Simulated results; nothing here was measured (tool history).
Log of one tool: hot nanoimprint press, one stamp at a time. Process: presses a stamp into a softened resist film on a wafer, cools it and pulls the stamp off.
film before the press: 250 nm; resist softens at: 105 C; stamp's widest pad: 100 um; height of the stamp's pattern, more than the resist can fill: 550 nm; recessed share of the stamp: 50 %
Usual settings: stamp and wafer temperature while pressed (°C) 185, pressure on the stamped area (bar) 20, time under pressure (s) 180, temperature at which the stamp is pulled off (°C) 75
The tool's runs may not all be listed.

run   hour  stamp and wafer temperature while pressed (°C)  pressure on the stamped area (bar)  time under pressure (s)  temperature at which the stamp is pulled off (°C)  resist left under the stamp's widest pad (Å)  greatest force while the stamp is pulled off (N)
  1      0                                             185                                  20                      180                                                 75                                          1053                                               127
  2   13.4                                             185                                  20                      180                                                 75                                          1052                                               129
  3     29                                             185                                  20                      296                                                 75                                           857                                               131
  4   47.4                                             185                                  20                      180                                                 82                                          1046                                               127
  5   64.2                                             185                                  20                      154                                                 75                                          1112                                               135
  6   86.3                                             185                                  20                      154                                                 75                                          1119                                               144
  7  102.3                                             185                                  20                      116                                                 75                                          1245                                               139
  8  121.8                                             174                                  20                      180                                                 75                                          1502                                               140
  9  135.8                                             174                                  20                      180                                                 75                                          1507                                               139
 10  151.4                                             185                                  20                      180                                                 83                                          1046                                               133
 11  172.2                                             185                                  20                      180                                                 83                                          1053                                               139
 12  186.5                                             185                                26.3                      180                                                 75                                           933                                               142
 13  197.8                                             185                                20.7                      180                                                 75                                          1032                                               150
 14  213.2                                             185                                20.7                      180                                                 75                                          1029                                               156
 15  223.9                                             185                                20.7                      180                                                 75                                          1030                                               153
 16  246.3                                             185                                14.5                      180                                                 75                                          1192                                               158
 17  256.3                                             185                                14.5                      180                                                 75                                          1191                                               160
 18  277.1                                             185                                24.5                      196                                                 75                                           924                                               158
 19  294.1                                             194                                12.7                      180                                                 75                                           951                                               163
 20  303.6                                             185                                  20                      150                                                 72                                          1123                                               169
 21    327                                             185                                  20                      180                                                 66                                          1047                                               180
 22  337.4                                             185                                  20                      180                                                 66                                          1044                                               182
 23  357.4                                             185                                14.3                      250                                                 66                                          1054                                               188
 24    368                                             185                                  20                      121                                                 72                                          1215                                               178
     378.1  -- plate thermocouple calibrated
 25  392.9                                             185                                  20                      121                                                 72                                          1242                                               181
     401.5  -- stamp cleaned and given a new release coat
 26  421.9                                             173                                  19                      184                                                 75                                          1590                                               126
 27  439.8                                             182                                12.5                      125                                                 80                                          1586                                               123
 28  456.3                                             182                                12.5                      293                                                 73                                          1191                                               137
 29  471.1                                             179                                12.5                      293                                                 77                                          1311                                               132
 30  481.3                                             179                                12.5                      293                                                 77                                          1312                                               134
 31  499.6                                             179                                12.5                      293                                                 77                                          1309                                               135

The same runs without the tool's hidden state, with the same run-to-run variation:
The hidden state here: true temperature over the reading, C; pressure that arrives at the usual setting, %; grip of the stamp's worn release coat, % over a new coat's; drift of the gauge itself on residual_nm, %; drift of the gauge itself on pull_off_n, %.
run  resist left under the stamp's widest pad (Å)  greatest force while the stamp is pulled off (N)
  1                                          1054                                               128
  2                                          1053                                               128
  3                                           858                                               128
  4                                          1048                                               122
  5                                          1115                                               128
  6                                          1122                                               133
  7                                          1249                                               127
  8                                          1509                                               126
  9                                          1515                                               123
 10                                          1050                                               117
 11                                          1058                                               120
 12                                           934                                               121
 13                                          1037                                               127
 14                                          1034                                               130
 15                                          1035                                               126
 16                                          1204                                               128
 17                                          1203                                               128
 18                                           927                                               124
 19                                           961                                               127
 20                                          1131                                               131
 21                                          1056                                               136
 22                                          1053                                               137
 23                                          1069                                               139
 24                                          1225                                               131
 25                                          1222                                               130
 26                                          1570                                               123
 27                                          1575                                               118
 28                                          1180                                               130
 29                                          1301                                               124
 30                                          1303                                               125
 31                                          1300                                               124
